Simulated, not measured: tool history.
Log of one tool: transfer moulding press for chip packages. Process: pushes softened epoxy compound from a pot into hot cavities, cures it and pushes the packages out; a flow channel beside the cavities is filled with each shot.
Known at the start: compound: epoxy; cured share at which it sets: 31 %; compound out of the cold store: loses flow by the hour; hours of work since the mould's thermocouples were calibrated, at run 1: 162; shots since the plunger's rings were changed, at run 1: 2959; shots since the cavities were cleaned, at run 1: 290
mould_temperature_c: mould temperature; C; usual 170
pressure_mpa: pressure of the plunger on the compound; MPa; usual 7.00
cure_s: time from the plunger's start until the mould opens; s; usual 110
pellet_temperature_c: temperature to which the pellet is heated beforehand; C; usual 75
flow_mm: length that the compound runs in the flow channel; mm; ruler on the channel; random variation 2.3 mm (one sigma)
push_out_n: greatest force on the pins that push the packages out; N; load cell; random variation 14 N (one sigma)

run,hour,mould_temperature_c,pressure_mpa,cure_s,pellet_temperature_c,hours of work since the mould's thermocouples were calibrated,shots since the plunger's rings were changed,shots since the cavities were cleaned,incoming compound's hours out of the cold store,flow_mm,push_out_n
1,0.0,170,7.00,110,75,162,2959,290,42.5,926,647
2,11.0,170,7.00,110,69,168,3065,396,47.6,905,654
# hour 15.0: cavities cleaned with cleaning compound and waxed
3,19.5,170,7.00,110,69,172,3133,43,41.5,927,648
4,27.7,170,7.00,110,69,176,3212,122,38.9,938,642
5,36.4,170,7.00,110,69,181,3297,207,8.6,1051,731
6,47.4,170,7.00,110,69,187,3404,314,38.2,941,643
# hour 59.7: cavities cleaned with cleaning compound and waxed
7,59.7,170,7.00,110,69,192,3508,0,38.0,943,643
8,68.0,170,7.00,110,69,197,3588,80,9.3,1047,717
9,77.1,170,7.00,110,69,202,3676,168,18.5,1011,704
10,85.5,170,7.00,110,69,206,3758,250,32.7,958,678
11,92.2,170,7.00,110,69,210,3822,314,41.1,928,649
# hour 104.7: cavities cleaned with cleaning compound and waxed
12,105.4,170,6.34,110,69,216,3936,7,40.1,886,649
13,115.8,170,7.00,110,82,221,4037,108,15.6,1019,673
14,123.7,170,7.00,110,82,226,4114,185,13.1,1032,696
15,133.1,172,7.00,110,82,231,4205,276,20.4,988,589
16,139.6,170,5.25,110,75,234,4268,339,22.5,860,702
# hour 149.8: cavities cleaned with cleaning compound and waxed
17,153.3,164,8.41,110,75,241,4386,34,47.6,1032,997
18,161.1,170,7.00,132,75,245,4461,109,20.3,1002,509
19,170.8,170,7.00,132,75,250,4555,203,20.2,1003,520
20,177.6,170,7.68,120,75,254,4621,269,46.7,951,550
21,183.3,169,7.00,110,75,257,4676,324,47.3,913,680
# hour 194.5: cavities cleaned with cleaning compound and waxed
22,195.2,170,7.00,132,78,262,4777,6,36.4,948,487
23,200.9,170,7.24,111,75,265,4833,62,9.1,1069,692
24,207.3,170,7.24,111,75,269,4894,123,45.9,931,613
25,218.7,172,8.05,127,71,275,5005,234,44.2,972,482
26,225.0,172,8.05,127,71,278,5066,295,22.6,1056,488
27,236.1,170,6.86,127,71,284,5173,402,16.0,1008,549
# hour 239.9: cavities cleaned with cleaning compound and waxed
28,246.3,170,6.86,127,66,288,5257,62,31.0,953,509
# hour 261.0: plunger's sealing rings changed
29,261.7,170,8.06,124,84,295,7,188,11.2,1114,547

Forecast each of these 3 alternatives for the next run:
A,275.1,170,8.59,118,82,302,136,317,41.2,?,?
B,275.1,170,5.59,110,72,302,136,317,10.5,?,?
C,275.1,162,6.12,110,75,302,136,317,31.2,?,?

run,flow_mm,push_out_n
A,1026,557
B,929,694
C,946,1236
Without the tool's hidden state the same runs would have given:
run,flow_mm,push_out_n
A,1026,550
B,929,685
C,946,1221

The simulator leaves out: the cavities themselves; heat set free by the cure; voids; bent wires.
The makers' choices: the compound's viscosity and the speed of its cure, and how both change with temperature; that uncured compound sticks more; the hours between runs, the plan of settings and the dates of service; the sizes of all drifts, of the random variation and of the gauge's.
